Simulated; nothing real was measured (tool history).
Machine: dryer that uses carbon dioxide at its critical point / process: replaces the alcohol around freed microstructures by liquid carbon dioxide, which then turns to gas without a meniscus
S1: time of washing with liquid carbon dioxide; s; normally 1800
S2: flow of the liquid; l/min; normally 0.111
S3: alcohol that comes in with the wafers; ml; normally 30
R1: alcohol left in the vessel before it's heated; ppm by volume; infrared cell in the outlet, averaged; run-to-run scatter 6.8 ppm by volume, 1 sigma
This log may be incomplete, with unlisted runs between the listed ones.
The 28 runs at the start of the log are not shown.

| run | hour | S1 | S2 | S3 | R1 |
|---|---|---|---|---|---|
| 29 | 725.6 | 2100 | 0.137 | 44 | 51 |
| 30 | 748.3 | 2100 | 0.137 | 44 | 65 |
| 31 | 785.7 | 2100 | 0.137 | 44 | 61 |
| 32 | 811.2 | 2100 | 0.137 | 44 | 60 |
| 33 | 838 | 2100 | 0.137 | 44 | 54 |
| 34 | 876.2 | 2400 | 0.164 | 41 | 11 |
| 35 | 910.7 | 2400 | 0.165 | 21 | 20 |
| 36 | 936.6 | 2400 | 0.165 | 21 | 20 |
| 37 | 955.5 | 1800 | 0.081 | 30 | 1889 |
| 38 | 973.5 | 1440 | 0.098 | 32 | 2103 |
| 39 | 1000.9 | 2400 | 0.111 | 48 | 161 |
| 40 | 1023.2 | 2160 | 0.108 | 25 | 197 |
| 41 | 1042.3 | 2160 | 0.108 | 25 | 194 |

Here are 5 independent what-if runs from the current tool condition. What would each one return?
| A | 1073.6 | 1140 | 0.111 | 35 | ? |
| B | 1073.6 | 2700 | 0.183 | 29 | ? |
| C | 1073.6 | 2160 | 0.108 | 25 | ? |
| D | 1073.6 | 1800 | 0.111 | 66 | ? |
| E | 1073.6 | 2100 | 0.088 | 90 | ? |

| run | R1 |
|---|---|
| A | 3402 |
| B | 28 |
| C | 201 |
| D | 1111 |
| E | 2304 |
What these runs would have given with no unlogged condition in the tool:
| run | R1 |
|---|---|
| A | 2473 |
| B | 16 |
| C | 105 |
| D | 669 |
| E | 1456 |
